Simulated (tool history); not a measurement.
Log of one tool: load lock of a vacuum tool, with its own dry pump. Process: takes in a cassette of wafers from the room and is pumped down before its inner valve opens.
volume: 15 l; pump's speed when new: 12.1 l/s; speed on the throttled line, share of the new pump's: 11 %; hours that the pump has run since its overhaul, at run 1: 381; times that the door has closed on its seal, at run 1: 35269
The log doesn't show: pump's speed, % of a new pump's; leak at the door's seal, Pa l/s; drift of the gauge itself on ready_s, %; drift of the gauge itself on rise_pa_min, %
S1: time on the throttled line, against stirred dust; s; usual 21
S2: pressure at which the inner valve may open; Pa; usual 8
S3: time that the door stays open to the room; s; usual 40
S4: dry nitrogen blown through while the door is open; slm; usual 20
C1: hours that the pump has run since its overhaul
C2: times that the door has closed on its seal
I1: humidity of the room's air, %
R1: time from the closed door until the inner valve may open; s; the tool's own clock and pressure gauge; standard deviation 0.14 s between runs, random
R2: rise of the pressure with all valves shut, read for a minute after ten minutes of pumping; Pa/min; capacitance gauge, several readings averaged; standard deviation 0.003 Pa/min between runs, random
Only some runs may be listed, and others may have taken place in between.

run	hour	S1	S2	S3	S4	C1	C2	I1	R1	R2
1	0	21	8	40	20	381	35269	45.3	31	0.121
2	63.4	21	8	40	20	444	35565	43.1	30.7	0.124
3	164.8	21	12	40	20	545	36037	48.3	30.1	0.12
4	245.1	21	12	40	8	626	36411	45.4	30.5	0.133
5	298.3	21	12	40	8	679	36659	44	30.4	0.136
6	349.5	21	12	40	8	730	36897	44.4	30.2	0.137
7	449.7	21	12	40	8	830	37364	45.5	30.2	0.136
8	506	21	8	40	14	887	37627	50.7	30.5	0.136
9	584.7	21	8	40	5	965	37993	45.9	30.9	0.146
10	663	21	8	40	5	1044	38358	43	30.8	0.142
11	758.9	21	8	40	5	1140	38805	43.3	30.8	0.146
12	834.9	21	8	40	5	1215	39159	44.5	30.7	0.146
13	949.6	21	8	71	20	1330	39694	42.6	30.7	0.152
14	1028.6	13	8	40	20	1409	40061	47.1	23.5	0.14
15	1122.5	13	8	40	20	1503	40499	43.6	23.9	0.142
16	1211.8	13	14	40	27	1592	40915	42.5	22.9	0.127
17	1287.7	39	11	32	29	1668	41269	44	46.4	0.129

What will run 18 give?
18	1337.4	39	11	54	11	1718	41500	44.1	?	?

{"run 18": {"R1": 46.5, "R2": 0.156}}
Minus the tool's unlogged condition, the same run would have read R1 46.2 s, R2 0.057 Pa/min.

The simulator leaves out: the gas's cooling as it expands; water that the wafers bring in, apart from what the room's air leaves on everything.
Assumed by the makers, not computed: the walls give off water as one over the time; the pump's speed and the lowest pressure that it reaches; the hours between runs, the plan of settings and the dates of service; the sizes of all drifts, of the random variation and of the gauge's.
